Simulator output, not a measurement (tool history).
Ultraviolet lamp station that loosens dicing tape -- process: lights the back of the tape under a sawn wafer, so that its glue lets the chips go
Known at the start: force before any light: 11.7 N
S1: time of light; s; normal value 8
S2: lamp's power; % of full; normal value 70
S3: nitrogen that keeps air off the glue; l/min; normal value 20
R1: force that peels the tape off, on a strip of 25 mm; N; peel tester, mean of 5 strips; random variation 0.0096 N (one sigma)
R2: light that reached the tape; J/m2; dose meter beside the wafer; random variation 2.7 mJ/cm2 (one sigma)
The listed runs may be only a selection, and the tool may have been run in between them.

run 1 hour=0.0 | S1=8 S2=70 S3=20 | R1=0.507 R2=3450
run 2 hour=43.5 | S1=8 S2=70 S3=20 | R1=0.488 R2=3470
run 3 hour=81.8 | S1=8 S2=70 S3=20 | R1=0.523 R2=3420
run 4 hour=156.4 | S1=8 S2=70 S3=20 | R1=0.538 R2=3340
run 5 hour=223.7 | S1=8 S2=70 S3=20 | R1=0.554 R2=3320
run 6 hour=257.9 | S1=8 S2=70 S3=20 | R1=0.595 R2=3320
run 7 hour=296.1 | S1=9 S2=70 S3=20 | R1=0.423 R2=3680
-- hour=303.4 window cleaned of glue's vapour
run 8 hour=359.5 | S1=9 S2=70 S3=20 | R1=0.482 R2=3540
run 9 hour=434.9 | S1=9 S2=70 S3=20 | R1=0.469 R2=3480
run 10 hour=488.7 | S1=9 S2=70 S3=20 | R1=0.494 R2=3470
-- hour=511.2 window cleaned of glue's vapour, once more
run 11 hour=540.1 | S1=9 S2=70 S3=20 | R1=0.421 R2=3630
run 12 hour=592.1 | S1=6 S2=70 S3=20 | R1=1.250 R2=2400
run 13 hour=637.9 | S1=9 S2=87 S3=28 | R1=0.182 R2=4430
run 14 hour=722.1 | S1=9 S2=87 S3=28 | R1=0.199 R2=4250
run 15 hour=779.1 | S1=8 S2=86 S3=13 | R1=0.667 R2=3750
run 16 hour=843.8 | S1=8 S2=86 S3=13 | R1=0.686 R2=3700
run 17 hour=901.3 | S1=4 S2=67 S3=20 | R1=3.016 R2=1420
run 18 hour=937.3 | S1=8 S2=85 S3=20 | R1=0.453 R2=3540
run 19 hour=975.6 | S1=14 S2=78 S3=20 | R1=0.139 R2=5660
run 20 hour=1026.6 | S1=5 S2=70 S3=20 | R1=2.028 R2=1810
run 21 hour=1070.4 | S1=4 S2=79 S3=16 | R1=2.995 R2=1600
run 22 hour=1116.3 | S1=4 S2=79 S3=16 | R1=3.023 R2=1640

Branching from run 22: 4 alternative next runs. What would each branch give?
run A hour=1184.4 | S1=9 S2=79 S3=16 | R1=? R2=?
run B hour=1184.4 | S1=4 S2=79 S3=16 | R1=? R2=?
run C hour=1184.4 | S1=6 S2=64 S3=7 | R1=? R2=?
run D hour=1184.4 | S1=5 S2=61 S3=13 | R1=? R2=?

run=A R1=0.590 R2=3530
run=B R1=3.038 R2=1580
run=C R1=3.692 R2=1870
run=D R1=3.552 R2=1510
What these runs would have given with no unlogged condition in the tool:
run=A R1=0.263 R2=4750
run=B R1=1.922 R2=2120
run=C R1=2.493 R2=2520
run=D R1=2.362 R2=2030

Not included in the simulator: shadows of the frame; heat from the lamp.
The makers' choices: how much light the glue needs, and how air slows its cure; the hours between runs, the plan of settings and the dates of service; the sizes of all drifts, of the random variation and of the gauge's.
